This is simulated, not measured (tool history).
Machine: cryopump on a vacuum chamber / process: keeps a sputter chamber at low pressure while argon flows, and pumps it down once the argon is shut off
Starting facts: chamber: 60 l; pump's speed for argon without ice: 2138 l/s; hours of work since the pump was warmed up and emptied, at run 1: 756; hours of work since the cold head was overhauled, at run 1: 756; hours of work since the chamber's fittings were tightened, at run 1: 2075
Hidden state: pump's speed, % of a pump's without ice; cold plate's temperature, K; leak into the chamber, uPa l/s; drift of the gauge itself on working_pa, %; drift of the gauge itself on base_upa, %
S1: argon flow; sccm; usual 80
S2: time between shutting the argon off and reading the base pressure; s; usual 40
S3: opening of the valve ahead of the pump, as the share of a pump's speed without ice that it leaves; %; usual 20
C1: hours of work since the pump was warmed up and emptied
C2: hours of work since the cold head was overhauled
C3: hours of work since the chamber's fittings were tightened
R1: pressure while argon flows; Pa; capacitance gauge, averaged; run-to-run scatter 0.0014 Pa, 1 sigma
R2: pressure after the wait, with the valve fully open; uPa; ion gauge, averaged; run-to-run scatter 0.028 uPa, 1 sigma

run     day   S1   S2  S3    C1    C2    C3      R1    R2
  1       0   80   40  20   756   756  2075  0.3328   2.3
  2   0.688   80   40  20   770   770  2089  0.3337   2.3
  3   1.329   80   40  20   783   783  2102  0.3346  2.33
  4   2.292   80   40  20   802   802  2121  0.3339  2.33
  5   2.921   80   40  20   815   815  2134  0.3317  2.33
  6   3.688   80   40  20   831   831  2150  0.3345  2.41
  7   4.379   80   40  20   845   845  2164  0.3332  2.34
  8   5.296   80   40  20   863   863  2182  0.3356  2.37
  9   6.083   80   40  20   879   879  2198   0.337  2.45
 10   7.025   80   40  21   898   898  2217  0.3212  2.42
 11   7.504   80   40  21   908   908  2227  0.3219  2.61
 12   7.967   80   40  21   918   918  2237  0.3204  2.47
 13   8.583   80  129  20   930   930  2249  0.3368  1.68
 14   9.362   80  129  20   946   946  2265  0.3378  1.77
 15   9.804   80   40  20   955   955  2274  0.3379   2.6
 16  10.629   80   40  20   972   972  2291  0.3386  2.57
 17   11.25   80   40  20   984   984  2303  0.3387  2.52
 18  11.796   80  214  20   995   995  2314  0.3418  1.63
 19  12.488   80  214  20  1009  1009  2328  0.3384  1.65
 20  13.333   80  137  32  1027  1027  2346  0.2247  1.79
 21  14.071   80  137  32  1042  1042  2361   0.224  1.75
 22  14.658  127  137  16  1053  1053  2372  0.6709  1.78
 23  15.288   80   40  16  1066  1066  2385  0.4208   2.7
 24  15.817   80   40  16  1077  1077  2396  0.4222  2.65
 25  16.646   40   29  25  1094  1094  2413  0.1401  3.08
 26  17.171   48   26  20  1105  1105  2424  0.2066  3.31
     17.425  -- pump warmed up, emptied and cooled again
 27  18.208   70   40  23    16  1121  2440  0.2415  2.34
 28  18.862   69   53  23    29  1135  2454  0.2388  1.97
 29  19.483   71   36  23    42  1147  2466  0.2432  2.35

Run 30 is up next; what results do you expect?
 30  20.238  71  36  23  57  1163  2482   ?   ?

{"run 30": {"R1": 0.2473, "R2": 2.43}}
Had the tool carried no hidden state, the very same run would have given R1 0.2457 Pa, R2 1.46 uPa.
